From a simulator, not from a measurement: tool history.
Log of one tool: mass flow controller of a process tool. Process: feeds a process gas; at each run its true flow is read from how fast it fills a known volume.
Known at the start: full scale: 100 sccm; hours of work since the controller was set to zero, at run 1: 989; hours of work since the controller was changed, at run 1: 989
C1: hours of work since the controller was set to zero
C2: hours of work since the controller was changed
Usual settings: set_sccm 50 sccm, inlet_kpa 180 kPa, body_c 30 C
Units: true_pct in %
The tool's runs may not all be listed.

run 1 hour=0 | set_sccm=50 inlet_kpa=180 body_c=30 | C1=989 C2=989 | true_pct=98
run 2 hour=250.6 | set_sccm=50 inlet_kpa=180 body_c=30 | C1=1074 C2=1074 | true_pct=98.01
run 3 hour=482.9 | set_sccm=50 inlet_kpa=180 body_c=30 | C1=1152 C2=1152 | true_pct=98.05
run 4 hour=754.1 | set_sccm=50 inlet_kpa=180 body_c=34 | C1=1243 C2=1243 | true_pct=98.09
run 5 hour=901.1 | set_sccm=50 inlet_kpa=180 body_c=34 | C1=1292 C2=1292 | true_pct=97.93
run 6 hour=1083.4 | set_sccm=50 inlet_kpa=221 body_c=30 | C1=1354 C2=1354 | true_pct=98.39
run 7 hour=1328.5 | set_sccm=50 inlet_kpa=221 body_c=30 | C1=1436 C2=1436 | true_pct=98.31
run 8 hour=1597.8 | set_sccm=50 inlet_kpa=221 body_c=30 | C1=1527 C2=1527 | true_pct=98.26
run 9 hour=1862.5 | set_sccm=24 inlet_kpa=180 body_c=30 | C1=1616 C2=1616 | true_pct=96.98
run 10 hour=2073.5 | set_sccm=24 inlet_kpa=180 body_c=30 | C1=1687 C2=1687 | true_pct=97.05
run 11 hour=2248 | set_sccm=24 inlet_kpa=180 body_c=30 | C1=1746 C2=1746 | true_pct=97.01
run 12 hour=2478.4 | set_sccm=50 inlet_kpa=220 body_c=30 | C1=1823 C2=1823 | true_pct=98.15
run 13 hour=2708.6 | set_sccm=15 inlet_kpa=215 body_c=38 | C1=1901 C2=1901 | true_pct=96.13
run 14 hour=2846.6 | set_sccm=15 inlet_kpa=215 body_c=32 | C1=1947 C2=1947 | true_pct=96.31
run 15 hour=3120.9 | set_sccm=15 inlet_kpa=215 body_c=32 | C1=2040 C2=2040 | true_pct=96.19
run 16 hour=3295.2 | set_sccm=15 inlet_kpa=215 body_c=32 | C1=2098 C2=2098 | true_pct=96.2
run 17 hour=3526.1 | set_sccm=21 inlet_kpa=215 body_c=32 | C1=2176 C2=2176 | true_pct=96.66

3 ways to go on from here, each from the tool as it stands after run 17. What would each give?
run A hour=3795.5 | set_sccm=74 inlet_kpa=230 body_c=28 | C1=2267 C2=2267 | true_pct=?
run B hour=3795.5 | set_sccm=50 inlet_kpa=256 body_c=22 | C1=2267 C2=2267 | true_pct=?
run C hour=3795.5 | set_sccm=50 inlet_kpa=162 body_c=30 | C1=2267 C2=2267 | true_pct=?

run=A true_pct=98.99
run=B true_pct=98.71
run=C true_pct=97.76
Without the tool's hidden state the same runs would have given:
run=A true_pct=99.55
run=B true_pct=99.41
run=C true_pct=98.47
